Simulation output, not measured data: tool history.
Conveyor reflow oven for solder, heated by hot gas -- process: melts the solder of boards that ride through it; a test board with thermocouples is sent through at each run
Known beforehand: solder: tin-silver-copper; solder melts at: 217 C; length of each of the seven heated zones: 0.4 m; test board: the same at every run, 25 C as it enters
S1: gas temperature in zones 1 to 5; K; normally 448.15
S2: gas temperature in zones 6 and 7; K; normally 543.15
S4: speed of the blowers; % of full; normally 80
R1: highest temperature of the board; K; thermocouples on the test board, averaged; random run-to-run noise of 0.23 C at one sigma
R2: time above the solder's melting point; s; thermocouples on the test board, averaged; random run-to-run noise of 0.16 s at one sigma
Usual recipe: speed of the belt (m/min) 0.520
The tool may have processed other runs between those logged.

run 1 day=0.000 | S1=448.15 S2=543.15 speed_of_the_belt_(m/min)=0.520 S4=80 | R1=530.05 R2=76.0
run 2 day=1.667 | S1=448.15 S2=543.15 speed_of_the_belt_(m/min)=0.520 S4=51 | R1=521.95 R2=66.3
run 3 day=3.688 | S1=448.15 S2=543.15 speed_of_the_belt_(m/min)=0.520 S4=63 | R1=525.65 R2=71.2
run 4 day=5.512 | S1=448.15 S2=543.15 speed_of_the_belt_(m/min)=0.520 S4=63 | R1=525.65 R2=70.8
run 5 day=7.492 | S1=448.15 S2=543.15 speed_of_the_belt_(m/min)=0.520 S4=63 | R1=524.25 R2=69.4
run 6 day=10.088 | S1=448.15 S2=543.15 speed_of_the_belt_(m/min)=0.520 S4=63 | R1=524.05 R2=69.1
run 7 day=12.267 | S1=448.15 S2=543.15 speed_of_the_belt_(m/min)=0.520 S4=63 | R1=523.55 R2=68.6
run 8 day=14.917 | S1=448.15 S2=543.15 speed_of_the_belt_(m/min)=0.520 S4=63 | R1=523.35 R2=68.2
run 9 day=16.388 | S1=448.15 S2=543.15 speed_of_the_belt_(m/min)=0.520 S4=63 | R1=523.15 R2=67.9
run 10 day=17.533 | S1=448.15 S2=543.15 speed_of_the_belt_(m/min)=0.520 S4=63 | R1=522.85 R2=68.0
run 11 day=18.979 | S1=448.15 S2=543.15 speed_of_the_belt_(m/min)=0.520 S4=63 | R1=522.35 R2=67.7
run 12 day=21.167 | S1=448.15 S2=543.15 speed_of_the_belt_(m/min)=0.520 S4=63 | R1=526.25 R2=72.4
run 13 day=23.762 | S1=448.15 S2=543.15 speed_of_the_belt_(m/min)=0.520 S4=65 | R1=526.95 R2=72.7
run 14 day=25.067 | S1=448.15 S2=551.15 speed_of_the_belt_(m/min)=0.520 S4=80 | R1=537.25 R2=80.8
run 15 day=27.162 | S1=448.15 S2=551.15 speed_of_the_belt_(m/min)=0.520 S4=80 | R1=537.05 R2=81.1
run 16 day=29.033 | S1=448.15 S2=551.15 speed_of_the_belt_(m/min)=0.520 S4=80 | R1=536.35 R2=80.9
run 17 day=31.638 | S1=448.15 S2=543.15 speed_of_the_belt_(m/min)=0.602 S4=60 | R1=519.25 R2=54.2
run 18 day=33.021 | S1=448.15 S2=543.15 speed_of_the_belt_(m/min)=0.602 S4=60 | R1=518.65 R2=53.9
run 19 day=34.788 | S1=448.15 S2=550.15 speed_of_the_belt_(m/min)=0.602 S4=55 | R1=524.45 R2=59.2
run 20 day=36.292 | S1=462.15 S2=543.15 speed_of_the_belt_(m/min)=0.520 S4=80 | R1=531.95 R2=85.1
run 21 day=38.696 | S1=441.15 S2=549.15 speed_of_the_belt_(m/min)=0.462 S4=72 | R1=535.85 R2=88.7
run 22 day=40.362 | S1=441.15 S2=549.15 speed_of_the_belt_(m/min)=0.462 S4=72 | R1=535.65 R2=88.5
run 23 day=43.154 | S1=448.15 S2=537.15 speed_of_the_belt_(m/min)=0.520 S4=55 | R1=517.85 R2=63.9
run 24 day=45.279 | S1=454.15 S2=546.15 speed_of_the_belt_(m/min)=0.585 S4=70 | R1=528.55 R2=68.3
run 25 day=47.575 | S1=461.15 S2=548.15 speed_of_the_belt_(m/min)=0.520 S4=80 | R1=536.85 R2=87.2
run 26 day=49.783 | S1=461.15 S2=548.15 speed_of_the_belt_(m/min)=0.520 S4=80 | R1=537.75 R2=88.0
run 27 day=52.083 | S1=454.15 S2=548.15 speed_of_the_belt_(m/min)=0.528 S4=88 | R1=537.75 R2=83.9
run 28 day=53.975 | S1=445.15 S2=541.15 speed_of_the_belt_(m/min)=0.517 S4=89 | R1=530.45 R2=78.0
run 29 day=55.354 | S1=445.15 S2=541.15 speed_of_the_belt_(m/min)=0.517 S4=89 | R1=530.75 R2=77.7

The log once held 5 entries between its listed runs, left out of this copy. Where does each go, and what is different about the tool's unlogged condition between the listed run before it and the listed run after it?
Run 4 -> run 5: flux residue cleaned out of gas plates and filters (day 7.492)
  heat that the gas passes to the board, % of a clean oven's: 93.6 -> 88.3; belt's true speed, % of the reading: 97.51 -> 97.45; true gas temperature in zones 6 and 7 over the reading, C: -0.9 -> -0.95
  measured minus no-state result, R1: -1.40 -> -2.80 K; R2: +0.3 -> -1.3 s
Run 11 -> run 12: flux residue cleaned out of gas plates and filters, once more (day 20.054)
  heat that the gas passes to the board, % of a clean oven's: 83.5 -> 98; belt's true speed, % of the reading: 97.08 -> 97.02; true gas temperature in zones 6 and 7 over the reading, C: -1.25 -> -1.3
  measured minus no-state result, R1: -4.40 -> -0.70 K; R2: -2.9 -> +1.8 s
Run 18 -> run 19: flux residue cleaned out of gas plates and filters (day 34.604)
  heat that the gas passes to the board, % of a clean oven's: 92.3 -> 99.5; belt's true speed, % of the reading: 96.64 -> 96.59; true gas temperature in zones 6 and 7 over the reading, C: -1.6 -> -1.64
  measured minus no-state result, R1: -2.10 -> +0.00 K; R2: -0.4 -> +2.3 s
Run 23 -> run 24: thermocouples of zones 6 and 7 changed (day 44.958)
  heat that the gas passes to the board, % of a clean oven's: 95.6 -> 94.7; belt's true speed, % of the reading: 96.32 -> 96.25; true gas temperature in zones 6 and 7 over the reading, C: -1.86 -> -0.47
  measured minus no-state result, R1: -1.30 -> -0.60 K; R2: +1.2 -> +2.1 s
Run 25 -> run 26: flux residue cleaned out of gas plates and filters (day 49.217)
  heat that the gas passes to the board, % of a clean oven's: 93.6 -> 99.5; belt's true speed, % of the reading: 96.19 -> 96.12; true gas temperature in zones 6 and 7 over the reading, C: -0.53 -> -0.58
  measured minus no-state result, R1: -1.00 -> +0.30 K; R2: +2.8 -> +3.7 s
